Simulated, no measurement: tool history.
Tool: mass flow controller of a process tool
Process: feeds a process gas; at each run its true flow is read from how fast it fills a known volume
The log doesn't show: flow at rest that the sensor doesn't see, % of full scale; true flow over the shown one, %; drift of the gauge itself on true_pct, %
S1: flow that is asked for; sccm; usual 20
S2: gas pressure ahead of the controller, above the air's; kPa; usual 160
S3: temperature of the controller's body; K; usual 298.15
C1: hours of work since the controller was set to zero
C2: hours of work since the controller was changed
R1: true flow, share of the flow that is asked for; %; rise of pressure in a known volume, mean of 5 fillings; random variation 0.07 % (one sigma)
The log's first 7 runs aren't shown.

run,day,S1,S2,S3,C1,C2,R1
8,106.404,20,157,298.15,1596,1596,97.47
9,116.342,20,157,298.15,1690,1690,97.28
10,128.042,20,160,298.15,1802,1802,97.25
11,146.567,20,160,298.15,1978,1978,97.32
12,163.421,20,160,298.15,2138,2138,97.21
13,177.183,20,160,298.15,2269,2269,97.07
14,189.421,20,160,298.15,2386,2386,97.01
15,198.988,20,160,298.15,2477,2477,96.94
16,218.012,20,160,298.15,2658,2658,96.99

The next listed run, before its measurement:
17,232.425,20,160,298.15,2795,2795,?

Run 17 gave R1 96.86 %.
Without the tool's hidden state the same run would have given R1 98.21 %.

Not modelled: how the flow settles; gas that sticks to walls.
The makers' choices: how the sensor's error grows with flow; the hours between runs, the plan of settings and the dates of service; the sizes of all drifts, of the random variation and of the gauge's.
